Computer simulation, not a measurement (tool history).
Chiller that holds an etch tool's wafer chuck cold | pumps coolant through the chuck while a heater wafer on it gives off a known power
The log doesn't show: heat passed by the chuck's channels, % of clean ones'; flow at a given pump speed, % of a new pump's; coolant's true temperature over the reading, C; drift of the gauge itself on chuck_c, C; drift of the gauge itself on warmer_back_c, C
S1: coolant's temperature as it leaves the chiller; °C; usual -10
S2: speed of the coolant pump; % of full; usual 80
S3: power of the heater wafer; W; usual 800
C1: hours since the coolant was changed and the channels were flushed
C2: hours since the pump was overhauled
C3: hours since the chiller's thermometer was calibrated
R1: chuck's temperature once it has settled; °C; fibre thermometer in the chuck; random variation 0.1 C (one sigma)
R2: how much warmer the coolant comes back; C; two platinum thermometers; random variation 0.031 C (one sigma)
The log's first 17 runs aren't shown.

{"run": 18, "day": 14.617, "S1": -8, "S2": 97, "S3": 439, "C1": 4360, "C2": 1485, "C3": 1528, "R1": -5.7, "R2": 0.66}
{"day": 15.417, "done": "gauge calibrated"}
{"run": 19, "day": 15.725, "S1": -8, "S2": 97, "S3": 439, "C1": 4387, "C2": 1512, "C3": 1554, "R1": -5.8, "R2": 0.87}
{"run": 20, "day": 16.4, "S1": -8, "S2": 97, "S3": 439, "C1": 4403, "C2": 1528, "C3": 1570, "R1": -5.6, "R2": 0.87}
{"run": 21, "day": 17.129, "S1": -5, "S2": 68, "S3": 715, "C1": 4421, "C2": 1545, "C3": 1588, "R1": -0.3, "R2": 1.84}
{"run": 22, "day": 18.254, "S1": -5, "S2": 68, "S3": 715, "C1": 4448, "C2": 1572, "C3": 1615, "R1": -0.4, "R2": 1.97}
{"run": 23, "day": 18.825, "S1": -7, "S2": 72, "S3": 505, "C1": 4461, "C2": 1586, "C3": 1629, "R1": -3.8, "R2": 1.23}
{"run": 24, "day": 19.421, "S1": -2, "S2": 73, "S3": 1162, "C1": 4476, "C2": 1601, "C3": 1643, "R1": 5.4, "R2": 2.87}
{"run": 25, "day": 20.438, "S1": -10, "S2": 80, "S3": 456, "C1": 4500, "C2": 1625, "C3": 1667, "R1": -7.3, "R2": 1.04}
{"run": 26, "day": 21.629, "S1": -5, "S2": 80, "S3": 1085, "C1": 4529, "C2": 1654, "C3": 1696, "R1": 1.4, "R2": 2.43}
{"run": 27, "day": 22.392, "S1": -18, "S2": 78, "S3": 610, "C1": 4547, "C2": 1672, "C3": 1714, "R1": -14.5, "R2": 1.33}
{"run": 28, "day": 23.608, "S1": -18, "S2": 78, "S3": 610, "C1": 4576, "C2": 1701, "C3": 1743, "R1": -14.6, "R2": 1.35}
{"run": 29, "day": 24.712, "S1": -8, "S2": 92, "S3": 919, "C1": 4603, "C2": 1727, "C3": 1770, "R1": -3.1, "R2": 1.79}
{"run": 30, "day": 25.846, "S1": -1, "S2": 64, "S3": 900, "C1": 4630, "C2": 1755, "C3": 1797, "R1": 5.2, "R2": 2.45}
{"run": 31, "day": 26.817, "S1": -10, "S2": 69, "S3": 800, "C1": 4653, "C2": 1778, "C3": 1820, "R1": -4.9, "R2": 1.98}

Forecast each of these 4 alternatives for the next run:
{"run": "A", "day": 28.1, "S1": -10, "S2": 79, "S3": 714, "C1": 4684, "C2": 1809, "C3": 1851, "R1": "?", "R2": "?"}
{"run": "B", "day": 28.1, "S1": -10, "S2": 69, "S3": 467, "C1": 4684, "C2": 1809, "C3": 1851, "R1": "?", "R2": "?"}
{"run": "C", "day": 28.1, "S1": -8, "S2": 81, "S3": 499, "C1": 4684, "C2": 1809, "C3": 1851, "R1": "?", "R2": "?"}
{"run": "D", "day": 28.1, "S1": -3, "S2": 85, "S3": 800, "C1": 4684, "C2": 1809, "C3": 1851, "R1": "?", "R2": "?"}

run=A R1=-5.7 R2=1.46
run=B R1=-7 R2=1.1
run=C R1=-5 R2=0.98
run=D R1=1.6 R2=1.57
Without the tool's hidden state the same runs would have given:
run=A R1=-5.7 R2=1.64
run=B R1=-7 R2=1.27
run=C R1=-5 R2=1.15
run=D R1=1.6 R2=1.75
